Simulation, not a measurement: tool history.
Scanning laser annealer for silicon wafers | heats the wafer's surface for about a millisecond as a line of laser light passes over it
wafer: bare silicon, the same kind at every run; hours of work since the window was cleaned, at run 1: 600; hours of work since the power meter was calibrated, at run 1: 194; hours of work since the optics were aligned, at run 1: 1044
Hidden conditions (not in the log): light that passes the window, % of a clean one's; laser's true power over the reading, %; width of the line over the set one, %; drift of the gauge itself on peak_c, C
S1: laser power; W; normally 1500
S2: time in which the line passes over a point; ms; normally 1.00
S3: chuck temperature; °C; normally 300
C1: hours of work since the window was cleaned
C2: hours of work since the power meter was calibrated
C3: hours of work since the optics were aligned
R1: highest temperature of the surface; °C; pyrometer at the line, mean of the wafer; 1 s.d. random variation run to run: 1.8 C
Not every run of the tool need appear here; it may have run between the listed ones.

Run 1, hour 0.0: usual settings; C1 600; C2 194; C3 1044. Result: R1 1055 °C.
Run 2, hour 7.5: usual settings; C1 605; C2 199; C3 1049. Result: R1 1048 °C.
Run 3, hour 17.9: usual settings; C1 612; C2 206; C3 1056. Result: R1 1052 °C.
Run 4, hour 30.2: usual settings but S3 320 °C; C1 620; C2 214; C3 1064. Result: R1 1069 °C.
Run 5, hour 41.7: usual settings but S3 320 °C; C1 628; C2 222; C3 1072. Result: R1 1070 °C.
Run 6, hour 48.8: usual settings; C1 633; C2 227; C3 1077. Result: R1 1047 °C.
Run 7, hour 56.3: usual settings; C1 638; C2 232; C3 1082. Result: R1 1050 °C.
Run 8, hour 63.3: usual settings; C1 643; C2 237; C3 1087. Result: R1 1052 °C.
Run 9, hour 70.2: usual settings; C1 648; C2 242; C3 1092. Result: R1 1048 °C.
Run 10, hour 83.1: usual settings but S3 334 °C; C1 657; C2 250; C3 1101. Result: R1 1080 °C.
Run 11, hour 91.8: usual settings; C1 662; C2 256; C3 1106. Result: R1 1052 °C.
Run 12, hour 102.6: usual settings; C1 670; C2 264; C3 1114. Result: R1 1046 °C.
Run 13, hour 115.7: usual settings but S1 1489 W; C1 679; C2 273; C3 1123. Result: R1 1042 °C.
Run 14, hour 124.3: usual settings but S1 1392 W; C1 685; C2 278; C3 1129. Result: R1 983 °C.
Run 15, hour 135.6: usual settings but S2 0.83 ms; C1 692; C2 286; C3 1136. Result: R1 973 °C.
Run 16, hour 146.7: usual settings but S1 1601 W; C1 700; C2 294; C3 1144. Result: R1 1111 °C.
Run 17, hour 160.2: usual settings but S1 1529 W, S3 324 °C; C1 709; C2 303; C3 1153. Result: R1 1089 °C.
Run 18, hour 170.7: usual settings but S1 1529 W, S3 324 °C; C1 716; C2 310; C3 1160. Result: R1 1088 °C.
Run 19, hour 177.9: usual settings but S1 1432 W, S2 0.89 ms, S3 295 °C; C1 721; C2 315; C3 1165. Result: R1 953 °C.
Run 20, hour 188.7: usual settings but S1 1326 W, S2 0.79 ms, S3 295 °C; C1 729; C2 322; C3 1173. Result: R1 858 °C.
Run 21, hour 200.6: usual settings but S1 1326 W, S2 0.79 ms, S3 295 °C; C1 737; C2 331; C3 1181. Result: R1 856 °C.
Run 22, hour 206.8: usual settings but S1 1326 W, S2 0.79 ms, S3 295 °C; C1 741; C2 335; C3 1185. Result: R1 855 °C.
Run 23, hour 216.1: usual settings but S1 1636 W; C1 747; C2 341; C3 1191. Result: R1 1127 °C.
Run 24, hour 223.3: usual settings but S1 1636 W; C1 752; C2 346; C3 1196. Result: R1 1132 °C.
Run 25, hour 231.1: usual settings but S1 1636 W; C1 757; C2 351; C3 1201. Result: R1 1131 °C.
Run 26, hour 242.0: usual settings but S1 1636 W; C1 765; C2 359; C3 1209. Result: R1 1131 °C.
Run 27, hour 252.9: usual settings but S1 1636 W, S2 0.78 ms, S3 322 °C; C1 772; C2 366; C3 1216. Result: R1 1041 °C.
Run 28, hour 260.9: usual settings but S1 1636 W, S2 1.01 ms, S3 271 °C; C1 778; C2 372; C3 1222. Result: R1 1107 °C.
Run 29, hour 267.0: usual settings but S1 1636 W, S2 1.01 ms, S3 271 °C; C1 782; C2 376; C3 1226. Result: R1 1106 °C.
Run 30, hour 279.2: usual settings but S1 1636 W, S2 1.01 ms, S3 271 °C; C1 790; C2 384; C3 1234. Result: R1 1102 °C.
Run 31, hour 288.1: usual settings but S3 312 °C; C1 796; C2 390; C3 1240. Result: R1 1058 °C.

Hidden state or all else? Some run-to-run changes of R1, split into what the settings, what came in and random variation would give without the hidden state, and what is left for the hidden state (with any gauge scatter that isn't in both results):
Run 15 -> 16: S1 1500 -> 1601, S2 0.83 -> 1.00. R1 +138 °C: hidden state -4, all else +142.
Run 18 -> 19: S1 1529 -> 1432, S2 1.00 -> 0.89, S3 324 -> 295. R1 -135 °C: hidden state +3, all else -138.
Run 22 -> 23: S1 1326 -> 1636, S2 0.79 -> 1.00, S3 295 -> 300. R1 +272 °C: hidden state -9, all else +281.
Run 26 -> 27: S2 1.00 -> 0.78, S3 300 -> 322. R1 -90 °C: hidden state +4, all else -94.
